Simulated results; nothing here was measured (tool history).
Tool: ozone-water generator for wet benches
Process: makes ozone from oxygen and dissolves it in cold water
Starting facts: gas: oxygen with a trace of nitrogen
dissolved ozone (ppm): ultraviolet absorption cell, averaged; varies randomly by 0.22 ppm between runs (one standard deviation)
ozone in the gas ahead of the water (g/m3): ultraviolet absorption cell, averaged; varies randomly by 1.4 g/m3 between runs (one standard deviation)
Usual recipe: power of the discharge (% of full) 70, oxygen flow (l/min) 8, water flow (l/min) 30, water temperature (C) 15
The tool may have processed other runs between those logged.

run,hour,power of the discharge (% of full),oxygen flow (l/min),water flow (l/min),water temperature (C),dissolved ozone (ppm),ozone in the gas ahead of the water (g/m3)
1,0,70,8,30,15,33,264.7
2,98.4,70,8,30,15,32.3,265.8
3,141.9,70,8,30,15,32.6,266.5
4,222.8,70,8.15,30,15,32.6,263.4
5,283.8,70,8.15,30,15,33,262.1
6,374.2,70,10.24,30,15,33.8,237.5
7,425.9,70,10.24,30,15,33.5,238.1
8,509.7,87,10.24,30,15,37.4,263.5
9,614.6,87,10.24,30,15,37.1,261.3
10,695.2,87,10.24,30,15,37.1,263.6
11,759.8,70,8,23,15,38.4,260.3
12,812.5,70,6.26,30,9,32.8,284.3
13,884.8,70,5.53,22,15,36.5,297.2
# hour 966.5: water thermometer calibrated
14,977.6,70,11.52,36,15,29.8,223.2
15,1066.9,70,11.52,36,15,29.6,224.7
16,1163.1,70,8,44,23,21.4,257.8
17,1264.2,70,4.1,44,8,19.3,333.7
18,1347.9,70,6.14,30,20,27.7,283.7

What if the next run were any one of these 3? Each begins from the tool's condition after run 18:
A,1391.2,69,13.58,30,20,?,?
B,1391.2,52,8,30,15,?,?
C,1391.2,70,6.14,36,11,?,?

run,dissolved ozone (ppm),ozone in the gas ahead of the water (g/m3)
A,29.7,206.2
B,27.1,223.6
C,26.5,286.9
Without the tool's hidden state the same runs would have given:
run,dissolved ozone (ppm),ozone in the gas ahead of the water (g/m3)
A,31.8,217
B,28.8,233.5
C,28.4,301.9

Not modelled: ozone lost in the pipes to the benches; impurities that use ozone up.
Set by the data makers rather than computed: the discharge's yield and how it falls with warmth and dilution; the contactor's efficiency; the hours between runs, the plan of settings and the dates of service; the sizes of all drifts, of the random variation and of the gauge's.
